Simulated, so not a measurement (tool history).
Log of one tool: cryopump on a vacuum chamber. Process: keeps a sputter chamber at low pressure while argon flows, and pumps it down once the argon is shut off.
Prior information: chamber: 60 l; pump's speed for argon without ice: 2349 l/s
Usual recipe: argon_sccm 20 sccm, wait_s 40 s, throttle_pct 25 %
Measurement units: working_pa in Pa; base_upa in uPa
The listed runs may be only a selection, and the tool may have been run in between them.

run    hour  argon_sccm  wait_s  throttle_pct  working_pa  base_upa
  1       0          20      40            25      0.0582      1.16
  2      33          20      40            25      0.0592      1.28
  3    75.4          20      40            25      0.0582      1.21
  4   109.3          20      40            25      0.0587      1.29
  5   152.4          20      40            25       0.058       1.3
  6   206.5          20      40            25      0.0586      1.34
  7   243.2          20      40            25      0.0582      1.35
  8   295.9          20      40            25      0.0598      1.34
  9   345.9          20      40            25      0.0589      1.34
 10   389.9          20      40            25      0.0591       1.4
 11   453.4          20      40            56      0.0269      1.42
 12   492.2          20      40            56      0.0275      1.37
 13   532.7          20      40            56      0.0269      1.47
 14   592.6          20      40            25      0.0585      1.47
 15   639.1          20      32            25      0.0602      1.62
 16   695.1          20      32            25      0.0585      1.62
 17   734.8          20      32            25      0.0586      1.62
 18   792.1          20      32            25      0.0583      1.65
 19   858.4          33      32            29      0.0842      1.63
 20   894.9          33      32            29      0.0841      1.67
 21   958.8          20      23            42      0.0357      1.93
 22   995.4          20     162            43      0.0354      1.31
 23  1046.4          28      60            53       0.041      1.52
 24  1103.4          17      60            24      0.0531      1.55
 25  1141.2          17      31            30      0.0438      1.78
 26  1177.1          24      40            23      0.0784      1.66
 27  1232.7          19      40            22      0.0657      1.72
 28  1287.4          20      64            25      0.0598      1.55
 29  1332.6          31     214            54      0.0448       1.4
 30  1372.4          31     214            54      0.0451      1.39
     1424.2  -- leaking fittings of the chamber tightened, without venting
 31  1424.2          31     214            54      0.0463      0.29
 32    1453          20     119            25      0.0604      0.32
 33    1514          20     119            25      0.0602      0.36

Below are 4 alternative next runs, each starting from the tool's condition after run 33. Predict each:
  A  1576.6          36     119            25           ?         ?
  B  1576.6          20      20            40           ?         ?
  C  1576.6          20     103            36           ?         ?
  D  1576.6          12      83            34           ?         ?

run  working_pa  base_upa
  A      0.1082      0.38
  B      0.0394      1.13
  C      0.0413      0.41
  D      0.0267      0.45
What these runs would have given with no unlogged condition in the tool:
run  working_pa  base_upa
  A      0.1034      0.29
  B      0.0367      1.03
  C      0.0387      0.32
  D      0.0252      0.36
